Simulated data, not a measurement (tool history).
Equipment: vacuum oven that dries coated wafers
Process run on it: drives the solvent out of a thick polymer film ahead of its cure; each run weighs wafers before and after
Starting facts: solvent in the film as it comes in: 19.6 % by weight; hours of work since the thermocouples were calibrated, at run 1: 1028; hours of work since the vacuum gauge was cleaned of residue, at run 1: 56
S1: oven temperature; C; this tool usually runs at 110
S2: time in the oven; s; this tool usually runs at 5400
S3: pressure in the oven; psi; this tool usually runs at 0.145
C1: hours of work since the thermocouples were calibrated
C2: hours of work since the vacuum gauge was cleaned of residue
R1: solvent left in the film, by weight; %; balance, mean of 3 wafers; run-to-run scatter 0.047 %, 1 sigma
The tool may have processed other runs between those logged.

run,hour,S1,S2,S3,C1,C2,R1
1,0,110,5400,0.145,1028,56,2.61
2,12.5,110,3780,0.145,1036,64,4.31
3,31.9,110,5400,0.145,1049,77,2.54
4,47.4,110,5400,0.22,1059,87,2.81
5,60.7,109,5400,0.145,1068,96,2.87
6,77.1,110,5400,0.357,1079,107,3.23
7,93.5,110,3420,0.145,1090,117,4.92
8,111.9,110,5400,0.145,1102,130,2.58
9,129.8,110,5400,0.145,1114,141,2.6
10,149.1,120,5400,0.145,1126,154,0.82
11,168.2,110,5400,0.145,1139,167,2.55
12,179.3,110,5400,0.145,1146,174,2.61
# hour 182.3: oven's thermocouples calibrated
13,196.5,106,5400,0.421,9,184,4.64
14,209,112,8100,0.107,18,192,0.94
15,226.1,98,4620,0.145,29,204,7.47
16,244.2,118,3120,0.178,41,216,3.18
17,252,100,6420,0.083,46,221,4.84
18,261.2,110,4560,0.348,52,227,4.1
# hour 267.8: oven's thermocouples calibrated, once more
19,276.2,110,4560,0.31,6,235,3.7
20,288.2,96,4620,0.131,13,243,8
21,297.3,96,4620,0.131,19,249,8.02
22,316.5,116,2940,0.145,32,262,3.75
23,330.1,116,2940,0.145,41,271,3.78
24,346.7,116,2940,0.145,52,282,3.75

Pick out some run-to-run changes in R1. Of each, how much would a tool without hidden state show as well, from the settings, what came in and chance, and how much is left for the hidden state and any gauge scatter not in both results compared?
Hidden state at play: true wafer temperature over the reading, C; true pressure over the reading, kPa; drift of the gauge itself on solvent_pct, %.
Run 14 -> 15: S1 112 -> 98, S2 8100 -> 4620, S3 0.107 -> 0.145. R1 +6.53 %: hidden state +0.22, all else +6.31.
Run 18 -> 19: S3 0.348 -> 0.31, oven's thermocouples calibrated, once more. R1 -0.4 %: hidden state -0.27, all else -0.13.
Run 19 -> 20: S1 110 -> 96, S2 4560 -> 4620, S3 0.31 -> 0.131. R1 +4.3 %: hidden state +0.02, all else +4.28.

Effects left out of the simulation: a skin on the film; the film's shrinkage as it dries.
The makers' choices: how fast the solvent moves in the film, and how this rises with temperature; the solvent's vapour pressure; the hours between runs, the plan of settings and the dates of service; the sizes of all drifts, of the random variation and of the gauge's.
